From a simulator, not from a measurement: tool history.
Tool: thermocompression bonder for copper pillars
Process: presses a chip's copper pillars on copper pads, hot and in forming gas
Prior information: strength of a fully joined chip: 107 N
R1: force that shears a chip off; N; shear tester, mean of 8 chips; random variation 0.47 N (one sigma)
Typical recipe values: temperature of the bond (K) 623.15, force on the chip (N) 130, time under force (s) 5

{"run": 1, "hour": 0.0, "temperature of the bond (K)": 623.15, "force on the chip (N)": 130, "time under force (s)": 5, "R1": 40.6}
{"run": 2, "hour": 13.1, "temperature of the bond (K)": 600.15, "force on the chip (N)": 130, "time under force (s)": 5, "R1": 31.9}
{"run": 3, "hour": 21.8, "temperature of the bond (K)": 600.15, "force on the chip (N)": 130, "time under force (s)": 5, "R1": 32.2}
{"run": 4, "hour": 29.4, "temperature of the bond (K)": 600.15, "force on the chip (N)": 130, "time under force (s)": 5, "R1": 31.6}
{"run": 5, "hour": 43.2, "temperature of the bond (K)": 600.15, "force on the chip (N)": 130, "time under force (s)": 5, "R1": 33.3}
{"run": 6, "hour": 55.9, "temperature of the bond (K)": 600.15, "force on the chip (N)": 140, "time under force (s)": 5, "R1": 34.6}
{"run": 7, "hour": 66.9, "temperature of the bond (K)": 646.15, "force on the chip (N)": 183, "time under force (s)": 13, "R1": 85.2}
{"run": 8, "hour": 79.7, "temperature of the bond (K)": 594.15, "force on the chip (N)": 147, "time under force (s)": 12, "R1": 47.0}
{"run": 9, "hour": 91.4, "temperature of the bond (K)": 623.15, "force on the chip (N)": 86, "time under force (s)": 7, "R1": 33.7}
{"run": 10, "hour": 104.3, "temperature of the bond (K)": 623.15, "force on the chip (N)": 86, "time under force (s)": 7, "R1": 34.6}

Taken out of this log: 3 entries between the listed runs. Where each belongs, and how the hidden state differs across it:
Between runs 4 and 5: forming gas filter changed (hour 31.2)
  true temperature of the bond over the reading, C: -2.9 -> -3; oxide that the forming gas leaves, % of the face: 4.22 -> 0.64
  difference, measured minus the result without the unlogged condition, R1: -2.7 -> -1.5 N
Between runs 5 and 6: force cell calibrated (hour 45.6)
  true temperature of the bond over the reading, C: -3 -> -3.1; force that reaches the chip, % of what is set: 99.2 -> 98.7; oxide that the forming gas leaves, % of the face: 0.64 -> 0.69
  difference, measured minus the result without the unlogged condition, R1: -1.5 -> -1.8 N
Between runs 9 and 10: force cell calibrated, once more (hour 101.3)
  true temperature of the bond over the reading, C: -3.3 -> -3.4; force that reaches the chip, % of what is set: 98.5 -> 99.7; oxide that the forming gas leaves, % of the face: 0.86 -> 0.91
  difference, measured minus the result without the unlogged condition, R1: -1.9 -> -1.6 N
